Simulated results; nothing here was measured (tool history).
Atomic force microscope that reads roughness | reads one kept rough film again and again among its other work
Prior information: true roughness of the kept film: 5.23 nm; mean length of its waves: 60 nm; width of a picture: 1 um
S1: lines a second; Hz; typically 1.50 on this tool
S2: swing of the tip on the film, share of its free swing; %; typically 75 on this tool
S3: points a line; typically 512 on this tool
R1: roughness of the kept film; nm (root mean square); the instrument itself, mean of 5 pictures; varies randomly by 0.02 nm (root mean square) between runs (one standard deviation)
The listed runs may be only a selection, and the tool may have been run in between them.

run	hour	S1	S2	S3	R1
1	0.0	1.50	75	512	4.729
2	10.3	1.50	75	512	4.654
3	17.6	1.50	75	512	4.620
4	33.3	1.50	75	512	4.524
# hour 47.5: new tip fitted
5	50.9	1.50	61	512	4.911
6	63.8	2.22	61	512	4.785
7	71.3	1.50	75	512	4.567
8	78.7	1.50	75	512	4.591
9	92.6	1.50	75	512	4.525
# hour 97.8: new tip fitted
10	101.6	1.50	75	512	4.799
11	112.6	1.50	75	512	4.716
12	121.5	1.50	59	512	4.776
13	133.7	1.50	59	512	4.678
# hour 148.7: new tip fitted
14	148.7	0.79	87	928	4.751
15	156.2	0.51	76	919	4.907
16	164.4	1.50	71	287	4.703
17	174.3	1.33	69	334	4.720
18	188.4	1.53	68	643	4.621
19	195.5	1.86	68	643	4.525
# hour 200.4: new tip fitted
20	208.8	1.32	73	512	4.777
21	225.7	3.33	70	407	4.483
22	239.8	3.33	70	407	4.422
# hour 251.7: new tip fitted
23	252.1	3.33	70	407	4.662

Alternative continuations, all from the tool just after run 23; predict every row:
A	261.9	0.96	88	791	?
B	261.9	3.33	58	407	?
C	261.9	0.64	75	320	?
D	261.9	1.50	75	590	?

run	R1
A	4.707
B	4.765
C	4.859
D	4.740
Without the tool's unlogged condition, the same runs would have read:
run	R1
A	4.763
B	4.822
C	4.917
D	4.797
